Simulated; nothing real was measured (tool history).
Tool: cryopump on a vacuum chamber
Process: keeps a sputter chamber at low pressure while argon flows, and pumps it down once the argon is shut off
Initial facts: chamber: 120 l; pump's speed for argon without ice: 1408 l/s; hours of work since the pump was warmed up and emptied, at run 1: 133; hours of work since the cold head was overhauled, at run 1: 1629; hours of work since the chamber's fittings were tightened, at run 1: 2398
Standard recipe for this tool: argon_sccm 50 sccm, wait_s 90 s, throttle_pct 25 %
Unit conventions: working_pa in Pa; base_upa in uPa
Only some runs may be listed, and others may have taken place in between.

| run | hour | argon_sccm | wait_s | throttle_pct | hours of work since the pump was warmed up and emptied | hours of work since the cold head was overhauled | hours of work since the chamber's fittings were tightened | working_pa | base_upa |
|---|---|---|---|---|---|---|---|---|---|
| 1 | 0 | 50 | 90 | 25 | 133 | 1629 | 2398 | 0.2441 | 2.9 |
| 2 | 95.8 | 50 | 237 | 25 | 181 | 1677 | 2446 | 0.2473 | 2.42 |
| 3 | 180 | 50 | 237 | 25 | 223 | 1719 | 2488 | 0.2466 | 2.6 |
| 4 | 218.9 | 50 | 237 | 25 | 243 | 1739 | 2507 | 0.2461 | 2.62 |
| 5 | 298.9 | 50 | 237 | 25 | 283 | 1779 | 2547 | 0.2478 | 2.7 |
| 6 | 354.4 | 50 | 237 | 25 | 310 | 1806 | 2575 | 0.2491 | 2.74 |
| 7 | 436.5 | 50 | 237 | 25 | 351 | 1847 | 2616 | 0.249 | 2.75 |
| 8 | 475.8 | 50 | 31 | 17 | 371 | 1867 | 2635 | 0.3628 | 4.71 |
| 9 | 559.4 | 73 | 29 | 17 | 413 | 1909 | 2677 | 0.529 | 4.87 |
| 10 | 615.5 | 73 | 29 | 17 | 441 | 1937 | 2705 | 0.5297 | 4.88 |
| 11 | 705.7 | 73 | 29 | 17 | 486 | 1982 | 2750 | 0.5258 | 4.96 |
| 12 | 765.1 | 73 | 29 | 17 | 515 | 2011 | 2780 | 0.5328 | 5.09 |

Each row is a separate what-if for the run after 12, all from the same tool condition, not one after another. Results?
| A | 827.6 | 37 | 129 | 17 | 547 | 2043 | 2811 | ? | ? |
| B | 827.6 | 50 | 90 | 25 | 547 | 2043 | 2811 | ? | ? |
| C | 827.6 | 50 | 43 | 17 | 547 | 2043 | 2811 | ? | ? |

| run | working_pa | base_upa |
|---|---|---|
| A | 0.2721 | 3.38 |
| B | 0.2547 | 3.5 |
| C | 0.3671 | 4.38 |
Without the tool's unlogged condition, the same runs would have read:
| run | working_pa | base_upa |
|---|---|---|
| A | 0.2617 | 0.72 |
| B | 0.2407 | 0.92 |
| C | 0.3531 | 1.74 |
